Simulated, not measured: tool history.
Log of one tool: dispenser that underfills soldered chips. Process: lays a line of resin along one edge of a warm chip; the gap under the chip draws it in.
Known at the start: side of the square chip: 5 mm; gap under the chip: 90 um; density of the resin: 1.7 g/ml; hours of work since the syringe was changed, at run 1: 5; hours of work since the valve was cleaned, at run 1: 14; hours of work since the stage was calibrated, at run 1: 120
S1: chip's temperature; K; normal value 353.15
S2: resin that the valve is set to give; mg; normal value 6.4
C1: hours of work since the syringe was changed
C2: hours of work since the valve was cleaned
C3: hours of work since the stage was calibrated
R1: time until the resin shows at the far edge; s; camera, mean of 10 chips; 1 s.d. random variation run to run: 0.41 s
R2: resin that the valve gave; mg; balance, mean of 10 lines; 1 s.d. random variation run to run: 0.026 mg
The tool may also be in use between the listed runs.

run	hour	S1	S2	C1	C2	C3	R1	R2
1	0	353.15	6.4	5	14	120	33	6.3
2	3.7	353.15	6.4	7	17	122	36.3	6.3
# hour 5.5: new syringe of resin
3	7	353.15	6.4	1	19	124	30.4	6.29
4	10.8	353.15	6.4	3	21	126	32	6.29
5	13.7	353.15	6.4	5	23	128	34.4	6.31
# hour 18.6: new syringe of resin
6	21.1	353.15	6.4	2	27	132	31.3	6.25
7	24.2	338.15	6.4	3	29	134	67.4	6.23
8	31	338.15	6.4	8	33	138	74.5	6.2
# hour 31.9: new syringe of resin
9	37.6	342.15	7.53	3	37	142	53.5	7.31

Run 10 is up next; what results do you expect?
10	42.3	346.15	6.01	6	40	145	?	?

R1: 47.4 s
R2: 5.83 mg
Without the tool's hidden state the same run would have given R1 37.4 s, R2 6.04 mg.

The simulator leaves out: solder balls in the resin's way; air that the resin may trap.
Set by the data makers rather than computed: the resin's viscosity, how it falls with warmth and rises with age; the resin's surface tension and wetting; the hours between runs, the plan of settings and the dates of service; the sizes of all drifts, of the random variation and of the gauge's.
